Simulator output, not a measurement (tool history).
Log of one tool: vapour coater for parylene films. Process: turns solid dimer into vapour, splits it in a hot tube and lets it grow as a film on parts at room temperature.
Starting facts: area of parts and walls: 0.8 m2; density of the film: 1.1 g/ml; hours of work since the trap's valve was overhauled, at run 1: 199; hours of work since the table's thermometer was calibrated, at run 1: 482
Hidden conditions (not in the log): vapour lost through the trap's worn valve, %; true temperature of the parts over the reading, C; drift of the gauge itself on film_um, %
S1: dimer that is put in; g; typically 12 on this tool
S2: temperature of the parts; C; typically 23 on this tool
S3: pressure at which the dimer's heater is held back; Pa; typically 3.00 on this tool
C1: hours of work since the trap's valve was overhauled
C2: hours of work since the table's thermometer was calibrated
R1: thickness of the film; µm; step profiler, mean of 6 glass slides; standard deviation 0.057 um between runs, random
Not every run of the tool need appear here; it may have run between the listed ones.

run	hour	S1	S2	S3	C1	C2	R1
1	0.0	12	23	3.00	199	482	6.07
2	28.2	12	23	3.00	217	500	6.06
3	58.0	12	23	3.00	236	518	6.09
4	80.8	12	15	3.00	250	533	7.22
5	108.1	12	15	3.00	268	550	7.21
6	138.1	12	15	3.00	287	569	7.08
7	161.6	12	15	3.00	302	584	7.06
8	177.7	12	15	3.00	312	594	7.00
9	206.2	12	18	3.00	330	613	6.47
10	235.6	12	18	3.00	349	631	6.52
11	268.4	12	23	3.00	369	652	5.66
# hour 297.1: trap's valve overhauled
12	298.8	12	23	3.00	1	669	6.53
13	333.2	5	23	3.00	23	691	2.65
14	356.7	5	23	3.00	38	706	2.72
15	372.6	12	23	3.00	48	716	6.47
16	406.3	12	23	3.00	69	737	6.38
17	437.2	12	23	3.00	89	757	6.28
18	461.4	10	23	3.00	104	772	5.26
19	478.3	12	26	3.00	115	783	5.81
20	501.0	12	23	3.00	129	797	6.20
21	526.0	12	23	3.00	145	813	6.29
22	559.6	12	23	3.00	167	834	6.21
23	592.3	12	17	3.00	187	855	7.03
24	616.2	12	23	3.00	203	870	6.10
25	650.6	15	17	10.31	224	892	7.79
26	666.5	8	17	3.13	234	902	4.56

Estimate the outcome of run 27 from the log above:
27	687.0	15	16	2.06	247	915	?

R1: 9.05 µm
Minus the tool's unlogged condition, the same run would have read R1 10.04 µm.
